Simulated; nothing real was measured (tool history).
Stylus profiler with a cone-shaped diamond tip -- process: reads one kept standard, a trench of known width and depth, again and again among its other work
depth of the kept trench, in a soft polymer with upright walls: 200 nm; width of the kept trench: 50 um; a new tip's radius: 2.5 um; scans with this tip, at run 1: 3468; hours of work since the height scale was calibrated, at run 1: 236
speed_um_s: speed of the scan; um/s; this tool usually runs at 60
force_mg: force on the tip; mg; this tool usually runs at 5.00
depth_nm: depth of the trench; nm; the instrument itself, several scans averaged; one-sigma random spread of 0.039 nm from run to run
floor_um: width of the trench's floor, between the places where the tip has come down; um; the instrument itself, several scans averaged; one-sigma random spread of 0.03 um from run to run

run,hour,speed_um_s,force_mg,scans with this tip,hours of work since the height scale was calibrated,depth_nm,floor_um
1,0.0,60,5.00,3468,236,203.21,47.42
2,23.2,60,5.00,3620,246,203.22,47.44
3,71.7,29,5.00,3939,268,203.23,47.53
4,103.2,60,14.38,4145,282,206.72,47.44
5,152.5,60,4.23,4469,304,202.82,47.29
6,195.5,60,2.23,4751,323,201.76,47.25
7,219.6,60,5.00,4909,334,203.11,47.26
8,253.8,60,9.07,5134,349,204.73,47.31
9,299.9,74,6.62,5436,370,203.79,47.23
10,333.4,74,6.62,5656,385,203.81,47.24
11,373.3,27,7.84,5918,403,204.27,47.33
12,401.9,19,9.38,6106,416,204.88,47.34
13,445.2,233,8.53,6390,435,204.52,46.78
14,469.4,233,8.53,6548,446,204.53,46.77

Below are 4 alternative next runs, each starting from the tool's condition after run 14. Predict each:
A,509.6,22,5.00,6813,464,?,?
B,509.6,233,4.55,6813,464,?,?
C,509.6,92,4.18,6813,464,?,?
D,509.6,55,3.52,6813,464,?,?

run,depth_nm,floor_um
A,202.99,47.24
B,202.86,46.49
C,202.63,47.01
D,202.31,47.07
Take away the tool's hidden state, keep each run's random variation, and the runs would have read:
run,depth_nm,floor_um
A,203.44,47.98
B,203.31,47.22
C,203.08,47.75
D,202.76,47.80
